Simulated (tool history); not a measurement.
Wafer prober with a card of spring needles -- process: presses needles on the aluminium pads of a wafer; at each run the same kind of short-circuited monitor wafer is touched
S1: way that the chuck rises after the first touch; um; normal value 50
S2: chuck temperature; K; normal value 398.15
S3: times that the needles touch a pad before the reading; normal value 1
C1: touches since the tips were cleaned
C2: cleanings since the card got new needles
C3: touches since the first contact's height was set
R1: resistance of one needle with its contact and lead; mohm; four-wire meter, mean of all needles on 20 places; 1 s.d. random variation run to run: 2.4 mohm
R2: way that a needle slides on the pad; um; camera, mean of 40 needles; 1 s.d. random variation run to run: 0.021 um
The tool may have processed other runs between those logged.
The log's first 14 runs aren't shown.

| run | hour | S1 | S2 | S3 | C1 | C2 | C3 | R1 | R2 |
|---|---|---|---|---|---|---|---|---|---|
| 15 | 128.5 | 47 | 398.15 | 1 | 1609 | 35 | 166639 | 423 | 10.12 |
| 16 | 134.4 | 47 | 398.15 | 1 | 3290 | 35 | 168320 | 486 | 10.11 |
|  | 137.9 | tips cleaned on abrasive film |
| 17 | 144.5 | 47 | 398.15 | 1 | 1894 | 36 | 171196 | 435 | 10.11 |
|  | 145.8 | height of the first contact set anew |
|  | 153.5 | tips cleaned on abrasive film |
| 18 | 154.1 | 50 | 303.15 | 1 | 162 | 37 | 2352 | 295 | 10.56 |
| 19 | 161.6 | 45 | 309.15 | 1 | 2300 | 37 | 4490 | 490 | 9.49 |
| 20 | 166.8 | 45 | 309.15 | 1 | 3800 | 37 | 5990 | 542 | 9.46 |
|  | 168.4 | tips cleaned on abrasive film |
| 21 | 178.9 | 45 | 380.15 | 1 | 2999 | 38 | 9421 | 496 | 9.46 |
|  | 183.1 | tips cleaned on abrasive film |
| 22 | 184.2 | 46 | 398.15 | 1 | 324 | 39 | 10916 | 333 | 9.66 |
| 23 | 191.2 | 46 | 398.15 | 1 | 2322 | 39 | 12914 | 456 | 9.66 |
|  | 197.8 | tips cleaned on abrasive film |
| 24 | 202.3 | 50 | 398.15 | 1 | 1273 | 40 | 16065 | 385 | 10.55 |
|  | 207.8 | height of the first contact set anew, once more |
| 25 | 208.5 | 50 | 398.15 | 1 | 2963 | 40 | 198 | 429 | 11.1 |
|  | 213 | tips cleaned on abrasive film |
| 26 | 214.6 | 30 | 370.15 | 2 | 462 | 41 | 1918 | 375 | 6.67 |
| 27 | 220.2 | 58 | 366.15 | 2 | 2067 | 41 | 3523 | 330 | 12.86 |
| 28 | 226.3 | 58 | 366.15 | 2 | 3819 | 41 | 5275 | 354 | 12.84 |
|  | 227.7 | tips cleaned on abrasive film |
| 29 | 234.9 | 58 | 366.15 | 2 | 2054 | 42 | 7699 | 327 | 12.84 |
|  | 243 | tips cleaned on abrasive film |
| 30 | 245 | 34 | 380.15 | 2 | 594 | 43 | 10584 | 350 | 7.51 |
| 31 | 252.3 | 53 | 347.15 | 1 | 2684 | 43 | 12674 | 406 | 11.69 |
|  | 257.5 | tips cleaned on abrasive film |
| 32 | 258.4 | 51 | 312.15 | 1 | 253 | 44 | 14392 | 295 | 11.28 |
| 33 | 264.9 | 51 | 323.15 | 1 | 2112 | 44 | 16251 | 406 | 11.32 |
|  | 272.3 | tips cleaned on abrasive film |
| 34 | 275.8 | 51 | 323.15 | 1 | 1019 | 45 | 19348 | 351 | 11.28 |

Predict each of these 4 candidate next runs independently; none follows another, all start after run 34:
|  | 287.3 | tips cleaned on abrasive film |
| A | 287.9 | 55 | 315.15 | 2 | 185 | 46 | 22789 | ? | ? |
|  | 287.3 | tips cleaned on abrasive film |
| B | 287.9 | 51 | 323.15 | 3 | 185 | 46 | 22789 | ? | ? |
|  | 287.3 | tips cleaned on abrasive film |
| C | 287.9 | 51 | 366.15 | 1 | 185 | 46 | 22789 | ? | ? |
|  | 287.3 | tips cleaned on abrasive film |
| D | 287.9 | 39 | 311.15 | 2 | 185 | 46 | 22789 | ? | ? |

| run | R1 | R2 |
|---|---|---|
| A | 265 | 12.15 |
| B | 267 | 11.26 |
| C | 295 | 11.27 |
| D | 288 | 8.61 |
With no hidden state in the tool, these same runs would have given:
| run | R1 | R2 |
|---|---|---|
| A | 249 | 12.21 |
| B | 256 | 11.32 |
| C | 267 | 11.33 |
| D | 256 | 8.66 |
